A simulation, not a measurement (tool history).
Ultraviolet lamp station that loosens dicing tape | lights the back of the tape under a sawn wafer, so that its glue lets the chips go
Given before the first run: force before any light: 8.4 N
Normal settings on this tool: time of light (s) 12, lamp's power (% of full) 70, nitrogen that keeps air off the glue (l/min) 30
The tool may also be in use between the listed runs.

run	hour	time of light (s)	lamp's power (% of full)	nitrogen that keeps air off the glue (l/min)	force that peels the tape off (N)	light that reached the tape (J/m2)
1	0	12	70	30	0.513	3260
2	17.9	12	70	18	0.771	3200
3	40.3	12	70	18	0.785	3120
4	71.6	12	70	18	0.863	3090
5	90.6	12	77	30	0.488	3320
6	123	12	70	14	1.087	2990
7	158.1	17	70	14	0.59	4140
8	179.4	12	75	30	0.545	3100
9	205.1	12	75	30	0.591	3040
10	230.1	12	94	39	0.345	3680
11	246.2	12	94	39	0.367	3690
12	280.6	14	79	18	0.649	3510
13	307.2	14	79	18	0.651	3450
# hour 310.7: window cleaned of glue's vapour
# hour 319.4: lamp changed
14	335.3	16	97	22	0.3	5580
15	361.7	21	65	11	0.545	4830
16	378.7	21	65	11	0.553	4800
# hour 400.8: window cleaned of glue's vapour, once more
17	401.3	21	65	11	0.373	6180
18	421.4	8	94	11	1.058	3360

Measured minus without-hidden-state, run by run (identical run-to-run variation in each term; gauge scatter may differ):
What the log doesn't record here: lamp's light, % of a new lamp's; light that the window lets through, % of a clean one's; drift of the gauge itself on peel_n, %; drift of the gauge itself on dose_mj_cm2, %.
run	force that peels the tape off (N)	light that reached the tape (J/m2)
1	+0.14	-690
2	+0.245	-740
3	+0.266	-770
4	+0.31	-830
5	+0.151	-950
6	+0.429	-930
7	+0.233	-1430
8	+0.219	-1120
9	+0.242	-1180
10	+0.086	-1530
11	+0.094	-1580
12	+0.31	-1620
13	+0.32	-1690
14	+0.035	-1610
15	+0.194	-1520
16	+0.205	-1590
17	+0.012	-160
18	+0.07	-130
